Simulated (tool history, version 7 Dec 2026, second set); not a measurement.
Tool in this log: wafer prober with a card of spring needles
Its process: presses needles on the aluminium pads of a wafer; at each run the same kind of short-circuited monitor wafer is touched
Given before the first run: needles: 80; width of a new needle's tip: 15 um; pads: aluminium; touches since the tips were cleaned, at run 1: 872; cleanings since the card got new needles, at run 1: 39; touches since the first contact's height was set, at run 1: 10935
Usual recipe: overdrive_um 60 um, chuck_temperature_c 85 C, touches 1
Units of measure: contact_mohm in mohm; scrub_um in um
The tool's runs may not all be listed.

run  hour  overdrive_um  chuck_temperature_c  touches  touches since the tips were cleaned  cleanings since the card got new needles  touches since the first contact's height was set  contact_mohm  scrub_um
  1     0            60                   85        1                                  872                                        39                                             10935           202     14.47
  2   4.4            60                   85        1                                 2481                                        39                                             12544           250     14.16
      5.4  -- tips cleaned on abrasive film
     13.7  -- tips cleaned on abrasive film
  3  14.5            60                  100        1                                  306                                        41                                             16167           178     14.25
  4  19.7            60                   85        2                                 2189                                        41                                             18050           206     14.48
     21.3  -- tips cleaned on abrasive film
  5  23.9            60                   85        2                                  975                                        42                                             19565           183     14.19
       29  -- tips cleaned on abrasive film
  6  34.1            62                   35        2                                 1857                                        43                                             23231           192     14.67
     37.2  -- tips cleaned on abrasive film
  7  39.2            73                  113        1                                  752                                        44                                             25076           181     17.41
     45.3  -- tips cleaned on abrasive film
  8  49.1            73                   85        1                                 1416                                        45                                             28656           199      17.3
     52.9  -- tips cleaned on abrasive film
  9  57.9            78                   32        1                                 1816                                        46                                             31803           194     18.63
     60.5  -- tips cleaned on abrasive film
 10    67            78                   32        1                                 2341                                        47                                             35089           207     18.35

3 options for the next run, each taken on its own from the tool as it stands now. Forecast them:
     68.5  -- tips cleaned on abrasive film
     76.2  -- tips cleaned on abrasive film
  A  76.2            60                   41        1                                    0                                        49                                             38395             ?         ?
     68.5  -- tips cleaned on abrasive film
     76.2  -- tips cleaned on abrasive film
  B  76.2            52                   85        1                                    0                                        49                                             38395             ?         ?
     68.5  -- tips cleaned on abrasive film
     76.2  -- tips cleaned on abrasive film
  C  76.2            78                   32        3                                    0                                        49                                             38395             ?         ?

run  contact_mohm  scrub_um
  A           151     14.17
  B           162     12.28
  C           142     18.45
The same runs, with their run-to-run variation unchanged, on a tool lacking any hidden condition would have given:
run  contact_mohm  scrub_um
  A           144     14.47
  B           153     12.58
  C           140     18.74

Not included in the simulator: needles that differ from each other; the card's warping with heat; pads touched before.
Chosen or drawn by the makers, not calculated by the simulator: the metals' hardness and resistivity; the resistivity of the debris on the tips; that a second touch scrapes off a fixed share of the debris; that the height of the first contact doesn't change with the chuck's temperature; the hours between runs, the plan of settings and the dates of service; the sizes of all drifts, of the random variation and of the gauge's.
